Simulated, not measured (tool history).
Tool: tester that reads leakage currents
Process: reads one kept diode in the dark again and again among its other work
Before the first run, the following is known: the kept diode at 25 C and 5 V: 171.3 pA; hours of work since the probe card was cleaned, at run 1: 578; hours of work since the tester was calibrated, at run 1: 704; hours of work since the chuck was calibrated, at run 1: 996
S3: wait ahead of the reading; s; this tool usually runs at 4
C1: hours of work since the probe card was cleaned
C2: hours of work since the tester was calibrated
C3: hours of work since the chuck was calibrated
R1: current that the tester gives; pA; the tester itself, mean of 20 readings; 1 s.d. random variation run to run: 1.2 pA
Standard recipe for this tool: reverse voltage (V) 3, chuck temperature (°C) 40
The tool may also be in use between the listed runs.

run 1 day=0 | reverse_voltage_(V)=3 chuck_temperature_(°C)=40 S3=4 | C1=578 C2=704 C3=996 | R1=373.85
run 2 day=4.362 | reverse_voltage_(V)=3 chuck_temperature_(°C)=40 S3=4 | C1=628 C2=755 C3=1047 | R1=372.1
run 3 day=8.479 | reverse_voltage_(V)=3 chuck_temperature_(°C)=40 S3=4 | C1=675 C2=802 C3=1094 | R1=370.37
run 4 day=12.375 | reverse_voltage_(V)=3 chuck_temperature_(°C)=40 S3=4 | C1=720 C2=847 C3=1139 | R1=371.32
run 5 day=16.692 | reverse_voltage_(V)=3 chuck_temperature_(°C)=40 S3=4 | C1=770 C2=896 C3=1188 | R1=368.19
run 6 day=20.304 | reverse_voltage_(V)=3 chuck_temperature_(°C)=32 S3=4 | C1=811 C2=938 C3=1230 | R1=206.01
run 7 day=22.933 | reverse_voltage_(V)=3 chuck_temperature_(°C)=32 S3=4 | C1=842 C2=968 C3=1260 | R1=206.48
-- day=23.521 probe card cleaned and baked
run 8 day=26.212 | reverse_voltage_(V)=8.65 chuck_temperature_(°C)=40 S3=4 | C1=31 C2=1004 C3=1296 | R1=578.2
run 9 day=28.308 | reverse_voltage_(V)=3 chuck_temperature_(°C)=31 S3=4 | C1=55 C2=1029 C3=1321 | R1=191.03
run 10 day=30.325 | reverse_voltage_(V)=3 chuck_temperature_(°C)=40 S3=4 | C1=78 C2=1052 C3=1344 | R1=365.19
run 11 day=32.746 | reverse_voltage_(V)=3 chuck_temperature_(°C)=40 S3=9.02 | C1=106 C2=1080 C3=1372 | R1=362.77
run 12 day=37.121 | reverse_voltage_(V)=3 chuck_temperature_(°C)=40 S3=9.02 | C1=156 C2=1130 C3=1422 | R1=360.96
run 13 day=40.679 | reverse_voltage_(V)=3 chuck_temperature_(°C)=60 S3=9.02 | C1=197 C2=1171 C3=1463 | R1=1338.16
run 14 day=43.925 | reverse_voltage_(V)=3 chuck_temperature_(°C)=60 S3=9.02 | C1=235 C2=1208 C3=1500 | R1=1333.15
-- day=44.238 chuck's temperature calibrated
-- day=47.35 probe card cleaned and baked, once more
run 15 day=47.592 | reverse_voltage_(V)=1.22 chuck_temperature_(°C)=40 S3=3.98 | C1=3 C2=1248 C3=37 | R1=278.61
run 16 day=49.842 | reverse_voltage_(V)=3 chuck_temperature_(°C)=58 S3=5.43 | C1=29 C2=1274 C3=63 | R1=1326.47
run 17 day=54.121 | reverse_voltage_(V)=3 chuck_temperature_(°C)=58 S3=5.43 | C1=78 C2=1323 C3=112 | R1=1322.55
run 18 day=57.95 | reverse_voltage_(V)=18.89 chuck_temperature_(°C)=38 S3=4 | C1=122 C2=1367 C3=156 | R1=779.05
run 19 day=60.467 | reverse_voltage_(V)=14.69 chuck_temperature_(°C)=36 S3=1.71 | C1=151 C2=1396 C3=185 | R1=609.58
run 20 day=65.338 | reverse_voltage_(V)=14.69 chuck_temperature_(°C)=36 S3=1.71 | C1=207 C2=1452 C3=241 | R1=606.34
run 21 day=68.262 | reverse_voltage_(V)=4.47 chuck_temperature_(°C)=32 S3=7.82 | C1=241 C2=1486 C3=275 | R1=269.19
run 22 day=72.229 | reverse_voltage_(V)=4.47 chuck_temperature_(°C)=32 S3=7.82 | C1=286 C2=1531 C3=321 | R1=268.98
run 23 day=76.404 | reverse_voltage_(V)=8.33 chuck_temperature_(°C)=32 S3=5.14 | C1=334 C2=1579 C3=369 | R1=350.54

Predict each of these 3 candidate next runs independently; none follows another, all start after run 23:
run A day=80.958 | reverse_voltage_(V)=12.46 chuck_temperature_(°C)=32 S3=9.75 | C1=387 C2=1632 C3=421 | R1=?
run B day=80.958 | reverse_voltage_(V)=12.85 chuck_temperature_(°C)=42 S3=1.01 | C1=387 C2=1632 C3=421 | R1=?
run C day=80.958 | reverse_voltage_(V)=15.62 chuck_temperature_(°C)=36 S3=5.14 | C1=387 C2=1632 C3=421 | R1=?

run=A R1=412.99
run=B R1=855.97
run=C R1=609.09
Had the tool no hidden state, the same runs would have come out as:
run=A R1=427.06
run=B R1=884.65
run=C R1=629.62
